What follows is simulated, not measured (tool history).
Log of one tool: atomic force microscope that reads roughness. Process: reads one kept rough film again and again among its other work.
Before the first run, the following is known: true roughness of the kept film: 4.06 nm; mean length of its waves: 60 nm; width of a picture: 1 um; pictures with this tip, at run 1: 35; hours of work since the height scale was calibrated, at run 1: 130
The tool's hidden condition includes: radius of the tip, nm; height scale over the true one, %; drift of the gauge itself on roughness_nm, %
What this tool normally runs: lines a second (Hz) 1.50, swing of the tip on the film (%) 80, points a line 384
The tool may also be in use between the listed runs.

run,hour,lines a second (Hz),swing of the tip on the film (%),points a line,pictures with this tip,hours of work since the height scale was calibrated,roughness of the kept film (nm (root mean square))
1,0.0,1.50,80,384,35,130,3.551
2,14.4,1.50,80,384,61,138,3.547
3,39.1,1.50,80,384,104,152,3.510
4,61.2,1.50,80,384,143,164,3.506
5,90.1,1.50,80,384,194,180,3.450
6,120.7,1.50,80,384,248,197,3.400
# hour 134.5: new tip fitted
7,140.1,1.50,87,384,10,207,3.461
8,165.9,1.50,87,384,56,221,3.443
9,195.4,0.70,80,1008,108,238,3.699
10,217.7,0.70,80,749,147,250,3.661
11,236.0,1.25,59,956,179,260,3.733
12,256.1,1.25,59,956,215,271,3.680
13,284.4,1.50,80,290,265,287,3.388
# hour 289.6: new tip fitted
14,308.4,1.50,80,487,33,300,3.565

Hidden state or all else? Some run-to-run changes of roughness of the kept film (nm (root mean square)), split into what the settings, what came in and random variation would give without the hidden state, and what is left for the hidden state (with any gauge scatter that isn't in both results):
Run 6 -> 7: swing of the tip on the film (%) 80 -> 87, new tip fitted. roughness of the kept film (nm (root mean square)) +0.061: hidden state +0.163, all else -0.102.
Run 12 -> 13: lines a second (Hz) 1.25 -> 1.50, swing of the tip on the film (%) 59 -> 80, points a line 956 -> 290. roughness of the kept film (nm (root mean square)) -0.292: hidden state -0.021, all else -0.271.
